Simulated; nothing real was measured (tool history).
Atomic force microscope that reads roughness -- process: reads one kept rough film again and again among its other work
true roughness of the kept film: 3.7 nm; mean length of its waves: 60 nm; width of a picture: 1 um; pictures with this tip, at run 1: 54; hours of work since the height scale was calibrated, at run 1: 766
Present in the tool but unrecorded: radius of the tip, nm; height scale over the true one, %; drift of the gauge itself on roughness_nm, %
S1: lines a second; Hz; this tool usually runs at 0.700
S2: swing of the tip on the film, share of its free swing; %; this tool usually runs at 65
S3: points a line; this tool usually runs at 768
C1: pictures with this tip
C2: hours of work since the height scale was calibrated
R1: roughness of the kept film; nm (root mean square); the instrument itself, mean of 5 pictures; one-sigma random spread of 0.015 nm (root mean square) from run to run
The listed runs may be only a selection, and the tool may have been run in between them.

{"run": 1, "hour": 0.0, "S1": 0.7, "S2": 65, "S3": 768, "C1": 54, "C2": 766, "R1": 3.516}
{"hour": 38.3, "done": "new tip fitted"}
{"run": 2, "hour": 47.4, "S1": 0.7, "S2": 58, "S3": 768, "C1": 22, "C2": 800, "R1": 3.546}
{"run": 3, "hour": 96.7, "S1": 0.7, "S2": 58, "S3": 768, "C1": 141, "C2": 835, "R1": 3.518}
{"hour": 103.3, "done": "new tip fitted"}
{"run": 4, "hour": 151.3, "S1": 0.7, "S2": 65, "S3": 768, "C1": 116, "C2": 873, "R1": 3.481}
{"hour": 167.0, "done": "new tip fitted"}
{"run": 5, "hour": 204.4, "S1": 0.7, "S2": 65, "S3": 768, "C1": 90, "C2": 911, "R1": 3.496}
{"hour": 227.4, "done": "new tip fitted"}
{"run": 6, "hour": 257.4, "S1": 0.7, "S2": 65, "S3": 768, "C1": 72, "C2": 948, "R1": 3.519}
{"hour": 287.5, "done": "new tip fitted"}
{"run": 7, "hour": 322.4, "S1": 1.401, "S2": 79, "S3": 768, "C1": 84, "C2": 994, "R1": 3.213}
{"hour": 348.7, "done": "new tip fitted"}
{"run": 8, "hour": 352.2, "S1": 2.078, "S2": 90, "S3": 313, "C1": 8, "C2": 1015, "R1": 2.777}

Run 9 has not been measured yet. What should we expect?
{"hour": 411.5, "done": "new tip fitted"}
{"run": 9, "hour": 411.5, "S1": 1.434, "S2": 63, "S3": 970, "C1": 0, "C2": 1056, "R1": "?"}

Logged for run 9: R1 3.412 nm (root mean square).
With the hidden condition absent and the run-to-run variation left alone, this run would have shown R1 3.413 nm (root mean square).
